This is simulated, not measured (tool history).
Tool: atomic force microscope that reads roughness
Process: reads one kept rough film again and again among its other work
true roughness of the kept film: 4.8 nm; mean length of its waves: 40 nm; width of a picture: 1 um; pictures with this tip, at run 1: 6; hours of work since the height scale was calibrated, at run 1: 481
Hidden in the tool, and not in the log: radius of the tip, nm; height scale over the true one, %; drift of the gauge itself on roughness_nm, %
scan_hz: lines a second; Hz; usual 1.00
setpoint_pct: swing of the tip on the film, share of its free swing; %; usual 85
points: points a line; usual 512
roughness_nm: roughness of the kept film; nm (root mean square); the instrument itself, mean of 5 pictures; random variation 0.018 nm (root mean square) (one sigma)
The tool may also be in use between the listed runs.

run	hour	scan_hz	setpoint_pct	points	pictures with this tip	hours of work since the height scale was calibrated	roughness_nm
1	0.0	1.00	85	512	6	481	4.292
2	8.8	1.00	85	512	25	488	4.253
3	23.9	1.00	85	512	57	499	4.148
4	38.5	1.00	85	512	88	510	3.978
5	47.3	1.00	85	512	107	516	3.953
6	56.5	1.85	85	512	127	523	3.787
7	68.9	1.85	85	964	153	532	3.702
8	79.7	1.85	85	964	176	540	3.645
9	91.8	1.85	85	964	202	549	3.565
# hour 101.2: new tip fitted
10	104.6	1.85	85	964	7	558	4.193
11	117.7	1.85	85	964	35	567	4.080
12	129.5	0.82	85	512	60	576	4.115
13	137.4	1.03	85	512	77	582	4.043
14	155.6	1.03	85	512	115	595	3.919
15	172.3	0.78	85	323	151	608	3.830
16	187.3	0.78	85	323	183	619	3.720
17	204.3	0.78	85	323	219	631	3.641
# hour 205.8: new tip fitted
18	222.6	0.78	58	580	36	644	4.312
19	232.2	0.53	57	964	56	651	4.285
20	249.1	0.55	57	428	92	664	4.132

Some steps in roughness_nm between neighbouring runs. How much of each would the tool show without its hidden state too (settings, what came in, random variation), and how much is left for the hidden state, with any gauge scatter that isn't in both results?
Run 9 -> 10: new tip fitted. roughness_nm +0.628 nm (root mean square): hidden state +0.618, all else +0.010.
Run 17 -> 18: setpoint_pct 85 -> 58, points 323 -> 580, new tip fitted. roughness_nm +0.671 nm (root mean square): hidden state +0.572, all else +0.099.
